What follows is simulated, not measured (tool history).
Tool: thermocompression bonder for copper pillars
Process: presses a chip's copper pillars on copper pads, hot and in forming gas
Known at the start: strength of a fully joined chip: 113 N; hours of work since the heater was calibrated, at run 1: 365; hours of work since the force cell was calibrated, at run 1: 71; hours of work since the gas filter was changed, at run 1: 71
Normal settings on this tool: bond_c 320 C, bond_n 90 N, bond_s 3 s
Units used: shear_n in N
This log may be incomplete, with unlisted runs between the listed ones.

| run | hour | bond_c | bond_n | bond_s | hours of work since the heater was calibrated | hours of work since the force cell was calibrated | hours of work since the gas filter was changed | shear_n |
|---|---|---|---|---|---|---|---|---|
| 1 | 0 | 320 | 90 | 3 | 365 | 71 | 71 | 39.5 |
| 2 | 63.3 | 320 | 90 | 3 | 396 | 102 | 102 | 39 |
| 3 | 161.9 | 350 | 90 | 3 | 443 | 149 | 149 | 54.1 |
|  | 181.9 | forming gas filter changed |
| 4 | 257.5 | 320 | 90 | 3 | 489 | 195 | 36 | 39.8 |
| 5 | 299 | 320 | 92 | 3 | 508 | 215 | 56 | 39.7 |
|  | 306.3 | heater calibrated with a thermocouple chip |
| 6 | 380.5 | 320 | 90 | 3 | 36 | 253 | 94 | 41.7 |
| 7 | 446.3 | 311 | 114 | 8 | 67 | 284 | 126 | 63.9 |
|  | 509.5 | forming gas filter changed |
| 8 | 519.2 | 311 | 114 | 2 | 102 | 319 | 5 | 41.5 |
| 9 | 587.3 | 311 | 114 | 2 | 135 | 352 | 37 | 39.8 |
| 10 | 628.3 | 311 | 100 | 3 | 154 | 371 | 57 | 41.3 |
| 11 | 688.1 | 311 | 64 | 2 | 183 | 400 | 86 | 21.1 |
| 12 | 770.2 | 335 | 113 | 2 | 223 | 440 | 125 | 49.2 |

Predict each of these 3 candidate next runs independently; none follows another, all start after run 12:
| A | 824 | 312 | 105 | 2 | 248 | 465 | 151 | ? |
| B | 824 | 335 | 79 | 2 | 248 | 465 | 151 | ? |
| C | 824 | 335 | 110 | 2 | 248 | 465 | 151 | ? |

| run | shear_n |
|---|---|
| A | 34.4 |
| B | 34.1 |
| C | 47.1 |
The same runs, with their run-to-run variation unchanged, on a tool lacking any hidden condition would have given:
| run | shear_n |
|---|---|
| A | 40.8 |
| B | 40.2 |
| C | 54.9 |
